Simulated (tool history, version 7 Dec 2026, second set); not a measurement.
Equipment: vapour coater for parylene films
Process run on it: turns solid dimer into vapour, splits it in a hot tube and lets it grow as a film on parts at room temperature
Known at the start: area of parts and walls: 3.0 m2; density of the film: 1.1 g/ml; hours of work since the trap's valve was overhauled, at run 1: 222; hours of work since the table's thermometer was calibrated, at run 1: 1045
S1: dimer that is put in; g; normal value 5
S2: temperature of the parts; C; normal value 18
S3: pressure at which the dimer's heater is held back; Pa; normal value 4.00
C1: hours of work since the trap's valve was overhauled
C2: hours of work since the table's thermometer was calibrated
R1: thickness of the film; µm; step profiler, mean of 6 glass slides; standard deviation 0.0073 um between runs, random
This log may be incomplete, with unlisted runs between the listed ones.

{"run": 1, "hour": 0.0, "S1": 5, "S2": 18, "S3": 4.0, "C1": 222, "C2": 1045, "R1": 1.179}
{"run": 2, "hour": 30.1, "S1": 5, "S2": 18, "S3": 4.0, "C1": 243, "C2": 1066, "R1": 1.181}
{"run": 3, "hour": 51.6, "S1": 5, "S2": 15, "S3": 4.0, "C1": 259, "C2": 1081, "R1": 1.246}
{"run": 4, "hour": 70.2, "S1": 5, "S2": 15, "S3": 4.0, "C1": 272, "C2": 1094, "R1": 1.253}
{"run": 5, "hour": 107.1, "S1": 5, "S2": 15, "S3": 4.0, "C1": 297, "C2": 1120, "R1": 1.233}
{"run": 6, "hour": 127.4, "S1": 5, "S2": 18, "S3": 2.72, "C1": 312, "C2": 1134, "R1": 1.258}
{"run": 7, "hour": 145.6, "S1": 5, "S2": 18, "S3": 5.56, "C1": 324, "C2": 1147, "R1": 1.113}
{"run": 8, "hour": 175.1, "S1": 5, "S2": 18, "S3": 5.56, "C1": 345, "C2": 1167, "R1": 1.118}
{"run": 9, "hour": 197.4, "S1": 5, "S2": 18, "S3": 5.56, "C1": 361, "C2": 1183, "R1": 1.119}
{"run": 10, "hour": 216.9, "S1": 5, "S2": 18, "S3": 5.56, "C1": 374, "C2": 1196, "R1": 1.106}
{"hour": 228.2, "done": "trap's valve overhauled"}
{"run": 11, "hour": 252.5, "S1": 5, "S2": 18, "S3": 5.56, "C1": 17, "C2": 1219, "R1": 1.124}
{"run": 12, "hour": 274.1, "S1": 4, "S2": 18, "S3": 5.56, "C1": 32, "C2": 1234, "R1": 0.885}
{"run": 13, "hour": 309.0, "S1": 4, "S2": 18, "S3": 6.0, "C1": 57, "C2": 1258, "R1": 0.879}
{"run": 14, "hour": 343.1, "S1": 5, "S2": 18, "S3": 6.18, "C1": 80, "C2": 1282, "R1": 1.094}
{"run": 15, "hour": 371.3, "S1": 8, "S2": 18, "S3": 4.0, "C1": 100, "C2": 1302, "R1": 1.89}
{"run": 16, "hour": 406.8, "S1": 4, "S2": 18, "S3": 8.44, "C1": 125, "C2": 1327, "R1": 0.841}
{"run": 17, "hour": 444.8, "S1": 5, "S2": 18, "S3": 8.44, "C1": 152, "C2": 1353, "R1": 1.073}
{"run": 18, "hour": 472.0, "S1": 7, "S2": 18, "S3": 8.44, "C1": 171, "C2": 1372, "R1": 1.47}
{"run": 19, "hour": 498.9, "S1": 2, "S2": 10, "S3": 4.0, "C1": 189, "C2": 1391, "R1": 0.538}
{"run": 20, "hour": 527.3, "S1": 2, "S2": 10, "S3": 3.93, "C1": 209, "C2": 1411, "R1": 0.558}
{"run": 21, "hour": 562.4, "S1": 2, "S2": 10, "S3": 3.93, "C1": 234, "C2": 1436, "R1": 0.549}
{"run": 22, "hour": 582.8, "S1": 6, "S2": 26, "S3": 5.98, "C1": 248, "C2": 1450, "R1": 1.125}
{"run": 23, "hour": 600.1, "S1": 6, "S2": 21, "S3": 10.3, "C1": 260, "C2": 1462, "R1": 1.154}
{"run": 24, "hour": 636.7, "S1": 9, "S2": 21, "S3": 8.15, "C1": 286, "C2": 1488, "R1": 1.786}
{"run": 25, "hour": 654.2, "S1": 4, "S2": 13, "S3": 2.07, "C1": 298, "C2": 1500, "R1": 1.155}
{"run": 26, "hour": 688.5, "S1": 4, "S2": 13, "S3": 2.07, "C1": 322, "C2": 1524, "R1": 1.156}
{"run": 27, "hour": 707.7, "S1": 9, "S2": 16, "S3": 4.58, "C1": 336, "C2": 1537, "R1": 2.169}
{"run": 28, "hour": 741.0, "S1": 3, "S2": 20, "S3": 4.82, "C1": 359, "C2": 1561, "R1": 0.662}
{"run": 29, "hour": 760.6, "S1": 3, "S2": 20, "S3": 4.33, "C1": 373, "C2": 1574, "R1": 0.671}

Hidden condition of the tool, last listed run before each entry between runs versus first listed run after:
In the gap between runs 10 and 11: trap's valve overhauled (hour 228.2)
  vapour lost through the trap's worn valve, %: 0.3 -> 0

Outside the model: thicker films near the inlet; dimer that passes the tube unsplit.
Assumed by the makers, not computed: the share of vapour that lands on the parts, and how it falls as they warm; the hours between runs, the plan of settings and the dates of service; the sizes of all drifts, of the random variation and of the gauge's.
